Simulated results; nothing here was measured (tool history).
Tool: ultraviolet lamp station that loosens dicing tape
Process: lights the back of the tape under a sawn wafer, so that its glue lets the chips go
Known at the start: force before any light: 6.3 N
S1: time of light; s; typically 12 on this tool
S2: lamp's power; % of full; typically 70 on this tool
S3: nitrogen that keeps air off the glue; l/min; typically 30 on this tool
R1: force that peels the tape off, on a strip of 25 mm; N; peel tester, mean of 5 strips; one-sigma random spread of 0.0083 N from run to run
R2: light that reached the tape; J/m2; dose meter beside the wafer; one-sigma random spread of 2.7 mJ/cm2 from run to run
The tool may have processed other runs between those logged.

{"run": 1, "hour": 0.0, "S1": 12, "S2": 70, "S3": 30, "R1": 0.435, "R2": 3120}
{"run": 2, "hour": 4.9, "S1": 12, "S2": 70, "S3": 30, "R1": 0.417, "R2": 3150}
{"run": 3, "hour": 12.7, "S1": 12, "S2": 70, "S3": 30, "R1": 0.414, "R2": 3140}
{"run": 4, "hour": 17.3, "S1": 12, "S2": 70, "S3": 30, "R1": 0.42, "R2": 3090}
{"run": 5, "hour": 22.1, "S1": 12, "S2": 73, "S3": 30, "R1": 0.385, "R2": 3240}
{"run": 6, "hour": 31.7, "S1": 12, "S2": 70, "S3": 57, "R1": 0.278, "R2": 3040}
{"run": 7, "hour": 39.9, "S1": 12, "S2": 70, "S3": 57, "R1": 0.282, "R2": 3030}
{"run": 8, "hour": 44.2, "S1": 12, "S2": 70, "S3": 30, "R1": 0.44, "R2": 3030}
{"run": 9, "hour": 52.0, "S1": 6, "S2": 70, "S3": 30, "R1": 1.477, "R2": 1510}
{"run": 10, "hour": 60.1, "S1": 6, "S2": 70, "S3": 30, "R1": 1.517, "R2": 1550}
{"run": 11, "hour": 70.0, "S1": 6, "S2": 70, "S3": 30, "R1": 1.471, "R2": 1490}
{"run": 12, "hour": 78.1, "S1": 19, "S2": 70, "S3": 30, "R1": 0.206, "R2": 4740}
{"run": 13, "hour": 87.6, "S1": 19, "S2": 70, "S3": 30, "R1": 0.202, "R2": 4680}
{"run": 14, "hour": 92.5, "S1": 12, "S2": 70, "S3": 58, "R1": 0.305, "R2": 2970}
{"run": 15, "hour": 101.2, "S1": 12, "S2": 70, "S3": 58, "R1": 0.306, "R2": 2920}
{"run": 16, "hour": 106.3, "S1": 12, "S2": 70, "S3": 58, "R1": 0.305, "R2": 2950}
{"run": 17, "hour": 116.4, "S1": 12, "S2": 70, "S3": 33, "R1": 0.469, "R2": 2910}
{"run": 18, "hour": 121.2, "S1": 12, "S2": 70, "S3": 33, "R1": 0.448, "R2": 2940}
{"run": 19, "hour": 131.3, "S1": 12, "S2": 85, "S3": 28, "R1": 0.343, "R2": 3540}
{"run": 20, "hour": 137.6, "S1": 12, "S2": 85, "S3": 28, "R1": 0.35, "R2": 3490}
{"run": 21, "hour": 145.1, "S1": 19, "S2": 64, "S3": 16, "R1": 0.388, "R2": 4200}
{"run": 22, "hour": 155.5, "S1": 8, "S2": 69, "S3": 12, "R1": 1.814, "R2": 1900}
{"run": 23, "hour": 163.0, "S1": 12, "S2": 70, "S3": 44, "R1": 0.386, "R2": 2880}
{"run": 24, "hour": 172.4, "S1": 12, "S2": 80, "S3": 46, "R1": 0.284, "R2": 3300}
{"run": 25, "hour": 181.7, "S1": 12, "S2": 80, "S3": 46, "R1": 0.293, "R2": 3230}
{"run": 26, "hour": 190.2, "S1": 12, "S2": 80, "S3": 46, "R1": 0.317, "R2": 3230}
{"run": 27, "hour": 199.5, "S1": 12, "S2": 90, "S3": 24, "R1": 0.368, "R2": 3610}
{"run": 28, "hour": 208.2, "S1": 12, "S2": 90, "S3": 24, "R1": 0.375, "R2": 3610}
{"run": 29, "hour": 212.7, "S1": 6, "S2": 65, "S3": 11, "R1": 2.78, "R2": 1280}
{"hour": 215.6, "done": "window cleaned of glue's vapour"}
{"run": 30, "hour": 219.7, "S1": 6, "S2": 65, "S3": 11, "R1": 2.543, "R2": 1450}
{"run": 31, "hour": 224.6, "S1": 12, "S2": 70, "S3": 11, "R1": 0.921, "R2": 3200}
{"run": 32, "hour": 234.0, "S1": 15, "S2": 70, "S3": 13, "R1": 0.519, "R2": 3850}
{"run": 33, "hour": 243.4, "S1": 12, "S2": 78, "S3": 26, "R1": 0.385, "R2": 3490}

What will run 34 give?
{"run": 34, "hour": 248.5, "S1": 12, "S2": 78, "S3": 26, "R1": "?", "R2": "?"}

R1: 0.361 N
R2: 3470 J/m2
On a tool with no hidden condition, and with the same random variation, this run would have come out at R1 0.285 N, R2 3920 J/m2.
